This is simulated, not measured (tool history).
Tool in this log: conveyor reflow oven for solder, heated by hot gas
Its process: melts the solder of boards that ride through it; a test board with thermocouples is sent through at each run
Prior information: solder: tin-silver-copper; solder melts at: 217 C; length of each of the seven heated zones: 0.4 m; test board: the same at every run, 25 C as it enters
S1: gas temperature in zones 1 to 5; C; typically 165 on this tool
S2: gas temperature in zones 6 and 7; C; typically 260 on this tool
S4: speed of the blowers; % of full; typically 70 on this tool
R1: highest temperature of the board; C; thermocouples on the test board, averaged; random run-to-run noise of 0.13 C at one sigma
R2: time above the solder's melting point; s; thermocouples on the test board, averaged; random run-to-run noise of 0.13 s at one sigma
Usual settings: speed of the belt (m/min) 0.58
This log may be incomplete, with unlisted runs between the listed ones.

Run 1, hour 0: usual settings. Result: R1 244 C, R2 51.1 s.
Run 2, hour 12: usual settings. Result: R1 243.7 C, R2 51.3 s.
At hour 25.6: flux residue cleaned out of gas plates and filters.
Run 3, hour 34.3: usual settings. Result: R1 245.5 C, R2 53.8 s.
Run 4, hour 58.1: usual settings. Result: R1 245.6 C, R2 53.8 s.
Run 5, hour 82.3: usual settings but S4 61 % of full. Result: R1 242.5 C, R2 49.4 s.
Run 6, hour 92.9: usual settings but speed of the belt (m/min) 0.621. Result: R1 243.1 C, R2 47.1 s.
Run 7, hour 111: usual settings but speed of the belt (m/min) 0.621. Result: R1 243.3 C, R2 47.4 s.
Run 8, hour 127.1: usual settings but speed of the belt (m/min) 0.621. Result: R1 243.4 C, R2 47.1 s.
Run 9, hour 148.1: usual settings but speed of the belt (m/min) 0.621. Result: R1 243.1 C, R2 47 s.
Run 10, hour 163.6: usual settings but speed of the belt (m/min) 0.621. Result: R1 243.2 C, R2 47.1 s.
Run 11, hour 189.1: usual settings but speed of the belt (m/min) 0.621. Result: R1 243 C, R2 46.9 s.
Run 12, hour 213.8: usual settings but speed of the belt (m/min) 0.621, S4 57 % of full. Result: R1 238.1 C, R2 39.9 s.
Run 13, hour 233.8: usual settings but speed of the belt (m/min) 0.621, S4 57 % of full. Result: R1 237.9 C, R2 39.4 s.
Run 14, hour 248.3: usual settings but speed of the belt (m/min) 0.621, S4 57 % of full. Result: R1 238 C, R2 39.4 s.
Run 15, hour 262.6: usual settings but speed of the belt (m/min) 0.621, S4 57 % of full. Result: R1 237.7 C, R2 39.5 s.
Run 16, hour 287.8: usual settings but speed of the belt (m/min) 0.621, S4 57 % of full. Result: R1 237.5 C, R2 39.6 s.
Run 17, hour 311.1: usual settings but S1 169 C, S4 60 % of full. Result: R1 242.2 C, R2 50.3 s.
Run 18, hour 323.5: usual settings but S1 174 C. Result: R1 246.6 C, R2 57.7 s.
Run 19, hour 345.7: usual settings but S2 253 C, speed of the belt (m/min) 0.474. Result: R1 244.4 C, R2 67 s.
Run 20, hour 366.4: usual settings but S2 253 C, speed of the belt (m/min) 0.474. Result: R1 244.1 C, R2 66.8 s.
Run 21, hour 387: usual settings but S2 253 C, speed of the belt (m/min) 0.474. Result: R1 244.1 C, R2 66.8 s.
Run 22, hour 406: usual settings but S1 164 C, S2 262 C, speed of the belt (m/min) 0.529, S4 76 % of full. Result: R1 250.8 C, R2 64.6 s.
Run 23, hour 431.4: usual settings but S1 176 C. Result: R1 246.5 C, R2 58.3 s.
Run 24, hour 446.2: usual settings but S1 169 C, S2 262 C, speed of the belt (m/min) 0.67, S4 63 % of full. Result: R1 239.5 C, R2 39 s.

Predict the results of run 25:
Run 25, hour 468.3: usual settings but S1 156 C, S2 257 C, speed of the belt (m/min) 0.679, S4 81 % of full. Result: R1 ?, R2 ?.

R1: 238.2 C
R2: 35.6 s
Had the tool carried no hidden state, the very same run would have given R1 239.5 C, R2 37.5 s.
